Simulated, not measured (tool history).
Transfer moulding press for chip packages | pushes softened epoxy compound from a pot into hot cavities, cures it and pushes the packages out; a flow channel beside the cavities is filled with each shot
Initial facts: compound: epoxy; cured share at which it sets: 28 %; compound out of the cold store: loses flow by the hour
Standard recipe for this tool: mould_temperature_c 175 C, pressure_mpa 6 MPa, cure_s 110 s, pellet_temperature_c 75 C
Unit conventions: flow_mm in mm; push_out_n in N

| run | hour | mould_temperature_c | pressure_mpa | cure_s | pellet_temperature_c | incoming compound's hours out of the cold store | flow_mm | push_out_n |
|---|---|---|---|---|---|---|---|---|
| 1 | 0 | 175 | 6 | 110 | 75 | 34.6 | 594 | 574 |
| 2 | 16.1 | 175 | 6 | 110 | 75 | 10.2 | 642 | 724 |
| 3 | 34.2 | 175 | 6 | 110 | 75 | 31 | 603 | 758 |
| 4 | 41.6 | 175 | 6 | 110 | 75 | 11.5 | 652 | 849 |
| 5 | 52.6 | 175 | 6 | 132 | 75 | 36 | 583 | 704 |
| 6 | 66.1 | 175 | 6 | 132 | 75 | 31.1 | 597 | 718 |
| 7 | 79.5 | 175 | 6 | 110 | 75 | 12.2 | 648 | 951 |
|  | 82.1 | cavities cleaned with cleaning compound and waxed |
| 8 | 98.7 | 175 | 5.7 | 110 | 75 | 14.9 | 620 | 1061 |
| 9 | 114.3 | 175 | 5.7 | 110 | 75 | 27 | 576 | 1042 |
| 10 | 127.1 | 175 | 5.7 | 110 | 75 | 36.3 | 556 | 1016 |
|  | 138.4 | cavities cleaned with cleaning compound and waxed, once more |
|  | 140.4 | mould's thermocouples calibrated |
| 11 | 143.2 | 175 | 5.7 | 110 | 75 | 32.8 | 567 | 610 |
| 12 | 159.1 | 175 | 6 | 117 | 75 | 23 | 608 | 666 |
| 13 | 175.7 | 172 | 6 | 110 | 81 | 44.4 | 572 | 953 |
| 14 | 184.8 | 169 | 5.84 | 91 | 82 | 27.6 | 597 | 1932 |
| 15 | 199.1 | 173 | 5.98 | 116 | 69 | 33.5 | 579 | 917 |
| 16 | 209.6 | 168 | 6.89 | 124 | 82 | 11.9 | 690 | 1251 |
| 17 | 223.3 | 167 | 6 | 110 | 75 | 17.5 | 630 | 1777 |
|  | 226.2 | cavities cleaned with cleaning compound and waxed |
| 18 | 237.7 | 167 | 6 | 110 | 75 | 44.6 | 568 | 1229 |
| 19 | 248.5 | 167 | 6 | 106 | 75 | 37.6 | 586 | 1433 |
| 20 | 265.1 | 175 | 6 | 150 | 75 | 42.7 | 554 | 631 |
| 21 | 279.8 | 180 | 6 | 110 | 74 | 13.5 | 601 | 722 |
| 22 | 293.3 | 175 | 4.81 | 132 | 75 | 15.9 | 539 | 741 |
| 23 | 302.4 | 175 | 4.81 | 132 | 75 | 39.9 | 488 | 707 |

Measured minus without-hidden-state, run by run (identical run-to-run variation in each term; gauge scatter may differ):
The tool's hidden condition here consists of: true mould temperature over the reading, C; pressure that reaches the compound, % of what is set; grip of the stained cavities, % over clean ones'; drift of the gauge itself on flow_mm, %; drift of the gauge itself on push_out_n, %.
| run | flow_mm | push_out_n |
|---|---|---|
| 1 | -3 | -22 |
| 2 | -6 | +98 |
| 3 | -7 | +185 |
| 4 | -10 | +226 |
| 5 | -10 | +224 |
| 6 | -12 | +248 |
| 7 | -15 | +320 |
| 8 | -17 | +460 |
| 9 | -17 | +441 |
| 10 | -19 | +422 |
| 11 | -19 | +21 |
| 12 | -23 | +122 |
| 13 | -23 | +255 |
| 14 | -26 | +571 |
| 15 | -26 | +302 |
| 16 | -34 | +429 |
| 17 | -32 | +640 |
| 18 | -31 | +152 |
| 19 | -34 | +289 |
| 20 | -34 | +186 |
| 21 | -40 | +237 |
| 22 | -37 | +260 |
| 23 | -35 | +259 |
